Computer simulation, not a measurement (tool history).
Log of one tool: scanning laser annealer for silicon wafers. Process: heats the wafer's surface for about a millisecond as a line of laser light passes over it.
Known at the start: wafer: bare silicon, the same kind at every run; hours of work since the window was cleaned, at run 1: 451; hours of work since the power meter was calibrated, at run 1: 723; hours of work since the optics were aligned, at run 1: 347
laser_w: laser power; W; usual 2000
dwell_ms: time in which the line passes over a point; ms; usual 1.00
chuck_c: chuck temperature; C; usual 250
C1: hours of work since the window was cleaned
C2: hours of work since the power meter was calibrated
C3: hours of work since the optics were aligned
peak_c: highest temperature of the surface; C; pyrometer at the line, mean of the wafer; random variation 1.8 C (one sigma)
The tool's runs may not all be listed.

{"run": 1, "hour": 0.0, "laser_w": 2000, "dwell_ms": 1.0, "chuck_c": 250, "C1": 451, "C2": 723, "C3": 347, "peak_c": 932}
{"run": 2, "hour": 62.5, "laser_w": 2000, "dwell_ms": 1.0, "chuck_c": 250, "C1": 485, "C2": 756, "C3": 380, "peak_c": 929}
{"run": 3, "hour": 132.6, "laser_w": 2000, "dwell_ms": 1.0, "chuck_c": 250, "C1": 522, "C2": 793, "C3": 418, "peak_c": 927}
{"run": 4, "hour": 210.9, "laser_w": 2034, "dwell_ms": 1.0, "chuck_c": 250, "C1": 563, "C2": 835, "C3": 459, "peak_c": 935}
{"run": 5, "hour": 249.3, "laser_w": 2034, "dwell_ms": 1.0, "chuck_c": 250, "C1": 584, "C2": 855, "C3": 480, "peak_c": 932}
{"run": 6, "hour": 322.0, "laser_w": 2000, "dwell_ms": 1.0, "chuck_c": 250, "C1": 622, "C2": 894, "C3": 518, "peak_c": 920}
{"hour": 352.2, "done": "window over the wafer cleaned"}
{"run": 7, "hour": 403.1, "laser_w": 2000, "dwell_ms": 1.0, "chuck_c": 250, "C1": 27, "C2": 936, "C3": 560, "peak_c": 953}
{"run": 8, "hour": 452.4, "laser_w": 2000, "dwell_ms": 1.0, "chuck_c": 250, "C1": 53, "C2": 962, "C3": 586, "peak_c": 950}
{"run": 9, "hour": 526.2, "laser_w": 2000, "dwell_ms": 1.0, "chuck_c": 250, "C1": 92, "C2": 1001, "C3": 625, "peak_c": 947}
{"run": 10, "hour": 583.6, "laser_w": 1926, "dwell_ms": 1.0, "chuck_c": 250, "C1": 123, "C2": 1031, "C3": 656, "peak_c": 920}
{"run": 11, "hour": 660.1, "laser_w": 1926, "dwell_ms": 1.0, "chuck_c": 250, "C1": 163, "C2": 1072, "C3": 696, "peak_c": 915}
{"run": 12, "hour": 726.9, "laser_w": 1926, "dwell_ms": 1.0, "chuck_c": 260, "C1": 199, "C2": 1107, "C3": 732, "peak_c": 923}
{"run": 13, "hour": 782.2, "laser_w": 1926, "dwell_ms": 1.0, "chuck_c": 260, "C1": 228, "C2": 1137, "C3": 761, "peak_c": 923}
{"run": 14, "hour": 866.2, "laser_w": 1926, "dwell_ms": 1.0, "chuck_c": 260, "C1": 273, "C2": 1181, "C3": 806, "peak_c": 917}
{"run": 15, "hour": 916.8, "laser_w": 2000, "dwell_ms": 1.0, "chuck_c": 266, "C1": 300, "C2": 1208, "C3": 833, "peak_c": 949}
{"run": 16, "hour": 996.0, "laser_w": 2000, "dwell_ms": 1.0, "chuck_c": 277, "C1": 342, "C2": 1250, "C3": 875, "peak_c": 957}
{"run": 17, "hour": 1042.2, "laser_w": 2000, "dwell_ms": 1.0, "chuck_c": 277, "C1": 366, "C2": 1275, "C3": 899, "peak_c": 954}
{"hour": 1056.2, "done": "optics aligned, line set to its width"}
{"run": 18, "hour": 1131.3, "laser_w": 2000, "dwell_ms": 1.0, "chuck_c": 250, "C1": 411, "C2": 1319, "C3": 40, "peak_c": 920}
{"run": 19, "hour": 1168.4, "laser_w": 2000, "dwell_ms": 1.0, "chuck_c": 250, "C1": 430, "C2": 1339, "C3": 59, "peak_c": 920}
{"run": 20, "hour": 1238.9, "laser_w": 2000, "dwell_ms": 1.0, "chuck_c": 250, "C1": 468, "C2": 1376, "C3": 97, "peak_c": 917}
{"run": 21, "hour": 1313.0, "laser_w": 2000, "dwell_ms": 1.0, "chuck_c": 270, "C1": 507, "C2": 1416, "C3": 136, "peak_c": 932}
{"run": 22, "hour": 1373.2, "laser_w": 2192, "dwell_ms": 0.73, "chuck_c": 223, "C1": 539, "C2": 1448, "C3": 168, "peak_c": 849}
{"run": 23, "hour": 1438.8, "laser_w": 2192, "dwell_ms": 0.73, "chuck_c": 223, "C1": 574, "C2": 1482, "C3": 203, "peak_c": 847}
{"run": 24, "hour": 1473.3, "laser_w": 1996, "dwell_ms": 1.11, "chuck_c": 260, "C1": 592, "C2": 1501, "C3": 221, "peak_c": 948}
{"hour": 1560.4, "done": "optics aligned, line set to its width, once more"}
{"run": 25, "hour": 1560.4, "laser_w": 1705, "dwell_ms": 1.07, "chuck_c": 264, "C1": 636, "C2": 1544, "C3": 0, "peak_c": 857}
{"hour": 1569.3, "done": "window over the wafer cleaned"}
{"run": 26, "hour": 1610.0, "laser_w": 1705, "dwell_ms": 1.07, "chuck_c": 264, "C1": 22, "C2": 1570, "C3": 25, "peak_c": 881}
{"run": 27, "hour": 1672.6, "laser_w": 1705, "dwell_ms": 1.07, "chuck_c": 264, "C1": 55, "C2": 1603, "C3": 58, "peak_c": 879}
{"run": 28, "hour": 1730.0, "laser_w": 2000, "dwell_ms": 1.0, "chuck_c": 215, "C1": 85, "C2": 1633, "C3": 89, "peak_c": 922}
{"run": 29, "hour": 1768.9, "laser_w": 2159, "dwell_ms": 0.81, "chuck_c": 250, "C1": 106, "C2": 1654, "C3": 110, "peak_c": 942}
{"run": 30, "hour": 1839.6, "laser_w": 2159, "dwell_ms": 1.22, "chuck_c": 250, "C1": 143, "C2": 1691, "C3": 147, "peak_c": 1088}
{"run": 31, "hour": 1883.8, "laser_w": 2134, "dwell_ms": 0.73, "chuck_c": 211, "C1": 167, "C2": 1715, "C3": 171, "peak_c": 855}
{"run": 32, "hour": 1964.3, "laser_w": 1916, "dwell_ms": 0.72, "chuck_c": 266, "C1": 210, "C2": 1757, "C3": 213, "peak_c": 833}
{"run": 33, "hour": 2014.8, "laser_w": 1916, "dwell_ms": 0.72, "chuck_c": 266, "C1": 236, "C2": 1784, "C3": 240, "peak_c": 833}
{"run": 34, "hour": 2095.2, "laser_w": 2175, "dwell_ms": 0.75, "chuck_c": 276, "C1": 279, "C2": 1827, "C3": 283, "peak_c": 938}
{"run": 35, "hour": 2141.3, "laser_w": 2095, "dwell_ms": 1.2, "chuck_c": 250, "C1": 303, "C2": 1851, "C3": 307, "peak_c": 1039}
{"run": 36, "hour": 2189.3, "laser_w": 1940, "dwell_ms": 0.82, "chuck_c": 250, "C1": 329, "C2": 1877, "C3": 333, "peak_c": 851}
{"run": 37, "hour": 2224.9, "laser_w": 1940, "dwell_ms": 0.74, "chuck_c": 276, "C1": 348, "C2": 1896, "C3": 351, "peak_c": 852}
{"run": 38, "hour": 2300.3, "laser_w": 2016, "dwell_ms": 1.0, "chuck_c": 227, "C1": 388, "C2": 1936, "C3": 391, "peak_c": 919}
{"run": 39, "hour": 2372.2, "laser_w": 1890, "dwell_ms": 0.78, "chuck_c": 216, "C1": 426, "C2": 1974, "C3": 430, "peak_c": 784}
{"run": 40, "hour": 2417.6, "laser_w": 2165, "dwell_ms": 0.99, "chuck_c": 231, "C1": 450, "C2": 1998, "C3": 454, "peak_c": 966}
{"run": 41, "hour": 2459.4, "laser_w": 2148, "dwell_ms": 0.79, "chuck_c": 231, "C1": 472, "C2": 2020, "C3": 476, "peak_c": 887}

Measured less the same run without the tool's hidden state. The same run-to-run variation is in both; the gauge's scatter may not be:
The hidden state here: light that passes the window, % of a clean one's; laser's true power over the reading, %; width of the line over the set one, %; drift of the gauge itself on peak_c, C.
run=1 peak_c=-36
run=2 peak_c=-38
run=3 peak_c=-41
run=4 peak_c=-45
run=5 peak_c=-46
run=6 peak_c=-47
run=7 peak_c=-15
run=8 peak_c=-16
run=9 peak_c=-20
run=10 peak_c=-21
run=11 peak_c=-24
run=12 peak_c=-26
run=13 peak_c=-27
run=14 peak_c=-30
run=15 peak_c=-34
run=16 peak_c=-37
run=17 peak_c=-38
run=18 peak_c=-46
run=19 peak_c=-47
run=20 peak_c=-50
run=21 peak_c=-52
run=22 peak_c=-52
run=23 peak_c=-54
run=24 peak_c=-61
run=25 peak_c=-32
run=26 peak_c=-6
run=27 peak_c=-8
run=28 peak_c=-11
run=29 peak_c=-12
run=30 peak_c=-18
run=31 peak_c=-16
run=32 peak_c=-16
run=33 peak_c=-18
run=34 peak_c=-23
run=35 peak_c=-30
run=36 peak_c=-25
run=37 peak_c=-25
run=38 peak_c=-32
run=39 peak_c=-29
run=40 peak_c=-39
run=41 peak_c=-37

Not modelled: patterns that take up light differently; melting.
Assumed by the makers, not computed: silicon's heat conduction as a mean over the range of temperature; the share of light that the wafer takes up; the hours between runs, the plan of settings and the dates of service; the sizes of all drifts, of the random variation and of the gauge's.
